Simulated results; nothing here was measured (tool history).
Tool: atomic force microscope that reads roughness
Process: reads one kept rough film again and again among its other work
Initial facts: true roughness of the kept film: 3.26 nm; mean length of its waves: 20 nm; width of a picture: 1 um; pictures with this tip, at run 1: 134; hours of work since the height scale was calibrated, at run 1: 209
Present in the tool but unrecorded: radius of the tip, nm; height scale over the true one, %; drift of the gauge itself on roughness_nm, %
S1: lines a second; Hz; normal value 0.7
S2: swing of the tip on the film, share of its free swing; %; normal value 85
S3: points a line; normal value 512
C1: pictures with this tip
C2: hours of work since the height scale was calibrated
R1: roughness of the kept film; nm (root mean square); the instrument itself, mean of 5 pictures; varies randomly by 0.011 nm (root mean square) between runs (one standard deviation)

run 1 hour=0 | S1=0.7 S2=85 S3=512 | C1=134 C2=209 | R1=2.175
run 2 hour=11.4 | S1=2.215 S2=85 S3=512 | C1=156 C2=215 | R1=1.976
run 3 hour=26.8 | S1=2.643 S2=85 S3=512 | C1=186 C2=225 | R1=1.899
-- hour=37.2 new tip fitted
run 4 hour=40.8 | S1=0.7 S2=85 S3=512 | C1=6 C2=233 | R1=2.508
run 5 hour=55.2 | S1=0.7 S2=85 S3=512 | C1=34 C2=241 | R1=2.418
run 6 hour=68.8 | S1=0.7 S2=85 S3=512 | C1=60 C2=249 | R1=2.341
run 7 hour=80.9 | S1=0.7 S2=59 S3=512 | C1=84 C2=256 | R1=2.341
run 8 hour=91.7 | S1=0.7 S2=67 S3=512 | C1=105 C2=263 | R1=2.265
run 9 hour=103 | S1=0.7 S2=67 S3=512 | C1=126 C2=269 | R1=2.22
run 10 hour=110.6 | S1=0.7 S2=67 S3=512 | C1=141 C2=274 | R1=2.167
run 11 hour=122.2 | S1=0.7 S2=85 S3=512 | C1=163 C2=281 | R1=2.063
run 12 hour=135.8 | S1=1.467 S2=57 S3=512 | C1=190 C2=289 | R1=2.052
-- hour=144.5 new tip fitted
run 13 hour=147.7 | S1=0.626 S2=71 S3=512 | C1=6 C2=295 | R1=2.552
run 14 hour=158.1 | S1=0.512 S2=59 S3=942 | C1=27 C2=302 | R1=2.526
run 15 hour=170.6 | S1=3.773 S2=62 S3=670 | C1=51 C2=309 | R1=2.324
run 16 hour=179.7 | S1=3.773 S2=62 S3=259 | C1=68 C2=314 | R1=2.216
run 17 hour=192.6 | S1=2.499 S2=63 S3=432 | C1=93 C2=322 | R1=2.234
run 18 hour=202.6 | S1=2.499 S2=64 S3=899 | C1=112 C2=328 | R1=2.209
run 19 hour=211.6 | S1=1.835 S2=69 S3=512 | C1=130 C2=333 | R1=2.147
run 20 hour=224.6 | S1=2.692 S2=62 S3=701 | C1=155 C2=341 | R1=2.104
run 21 hour=237.9 | S1=2.739 S2=56 S3=364 | C1=180 C2=349 | R1=2.056

Here are 4 independent what-if runs from the current tool condition. What would each one return?
run A hour=248.8 | S1=2.739 S2=74 S3=364 | C1=201 C2=355 | R1=?
run B hour=248.8 | S1=0.689 S2=86 S3=392 | C1=201 C2=355 | R1=?
run C hour=248.8 | S1=1.403 S2=56 S3=482 | C1=201 C2=355 | R1=?
run D hour=248.8 | S1=1.575 S2=79 S3=364 | C1=201 C2=355 | R1=?

run=A R1=1.904
run=B R1=1.975
run=C R1=2.046
run=D R1=1.948
Take away the tool's hidden state, keep each run's random variation, and the runs would have read:
run=A R1=2.419
run=B R1=2.509
run=C R1=2.6
run=D R1=2.476
